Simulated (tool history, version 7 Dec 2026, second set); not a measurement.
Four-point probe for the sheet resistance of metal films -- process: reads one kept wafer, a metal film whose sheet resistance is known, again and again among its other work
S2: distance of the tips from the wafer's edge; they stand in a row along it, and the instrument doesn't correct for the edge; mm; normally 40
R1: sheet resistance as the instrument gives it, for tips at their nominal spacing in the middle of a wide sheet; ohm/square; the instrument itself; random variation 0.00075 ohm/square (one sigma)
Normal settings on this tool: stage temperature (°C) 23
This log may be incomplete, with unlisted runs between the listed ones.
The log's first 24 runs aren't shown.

run 25 day=103.404 | stage_temperature_(°C)=26 S2=4 | R1=3.780797
run 26 day=107.688 | stage_temperature_(°C)=35 S2=6 | R1=3.788718
run 27 day=112.500 | stage_temperature_(°C)=23 S2=25 | R1=3.718828
run 28 day=116.750 | stage_temperature_(°C)=23 S2=19 | R1=3.716316
run 29 day=119.200 | stage_temperature_(°C)=19 S2=33 | R1=3.701734
run 30 day=121.621 | stage_temperature_(°C)=23 S2=24 | R1=3.716356
run 31 day=125.212 | stage_temperature_(°C)=23 S2=24 | R1=3.716131
run 32 day=130.721 | stage_temperature_(°C)=23 S2=24 | R1=3.714224
run 33 day=133.717 | stage_temperature_(°C)=33 S2=9 | R1=3.763676
run 34 day=137.446 | stage_temperature_(°C)=23 S2=4 | R1=3.761162
run 35 day=141.229 | stage_temperature_(°C)=26 S2=49 | R1=3.724340
run 36 day=145.462 | stage_temperature_(°C)=26 S2=49 | R1=3.722032
run 37 day=148.592 | stage_temperature_(°C)=32 S2=44 | R1=3.746348
run 38 day=153.817 | stage_temperature_(°C)=32 S2=44 | R1=3.745406
run 39 day=157.096 | stage_temperature_(°C)=18 S2=52 | R1=3.688737
run 40 day=159.342 | stage_temperature_(°C)=18 S2=52 | R1=3.686807
-- day=161.238 new probe head fitted
run 41 day=162.854 | stage_temperature_(°C)=18 S2=52 | R1=3.728607
run 42 day=167.183 | stage_temperature_(°C)=18 S2=52 | R1=3.728234
run 43 day=172.250 | stage_temperature_(°C)=18 S2=42 | R1=3.726926
run 44 day=176.942 | stage_temperature_(°C)=18 S2=42 | R1=3.725252
run 45 day=181.692 | stage_temperature_(°C)=18 S2=42 | R1=3.725416
run 46 day=186.717 | stage_temperature_(°C)=29 S2=44 | R1=3.770069

Alternative continuations, all from the tool just after run 46; predict every row:
run A day=189.238 | stage_temperature_(°C)=33 S2=24 | R1=?
run B day=189.238 | stage_temperature_(°C)=32 S2=44 | R1=?
run C day=189.238 | stage_temperature_(°C)=20 S2=44 | R1=?

run=A R1=3.786660
run=B R1=3.781310
run=C R1=3.731232
What these runs would have given with no unlogged condition in the tool:
run=A R1=3.806803
run=B R1=3.801453
run=C R1=3.751463

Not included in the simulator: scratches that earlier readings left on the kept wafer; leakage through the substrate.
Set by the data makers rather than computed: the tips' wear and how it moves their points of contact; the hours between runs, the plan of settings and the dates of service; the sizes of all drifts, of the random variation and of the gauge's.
